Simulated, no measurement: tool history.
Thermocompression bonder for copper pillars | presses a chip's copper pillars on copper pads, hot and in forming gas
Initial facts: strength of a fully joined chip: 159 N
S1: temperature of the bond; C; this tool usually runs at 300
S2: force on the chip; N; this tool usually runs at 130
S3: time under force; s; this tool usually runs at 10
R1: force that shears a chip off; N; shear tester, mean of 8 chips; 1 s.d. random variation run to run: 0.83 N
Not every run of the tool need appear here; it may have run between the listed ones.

run,day,S1,S2,S3,R1
1,0,300,130,10,63.7
2,0.762,300,130,10,62.5
3,1.079,300,130,10,63.6
4,1.617,300,130,10,64.5
5,2.017,300,130,10,63
6,2.796,300,103,10,51.8
7,3.233,318,130,10,80.8
8,3.679,318,130,10,80.4
9,4.112,322,130,10,83.2
10,4.471,322,130,10,83.4
11,5.146,281,135,13,54.4
12,5.508,300,100,15,59.1
13,6.004,300,100,15,58.8
14,6.396,274,86,17,34.4
15,6.733,274,106,17,43
16,7.142,274,192,17,73.9

Forecast run 17:
17,7.862,297,130,11,?

{"run 17": {"R1": 61.7}}
Were there no unlogged condition in the tool, this run, its random variation unchanged, would have produced R1 64.4 N.

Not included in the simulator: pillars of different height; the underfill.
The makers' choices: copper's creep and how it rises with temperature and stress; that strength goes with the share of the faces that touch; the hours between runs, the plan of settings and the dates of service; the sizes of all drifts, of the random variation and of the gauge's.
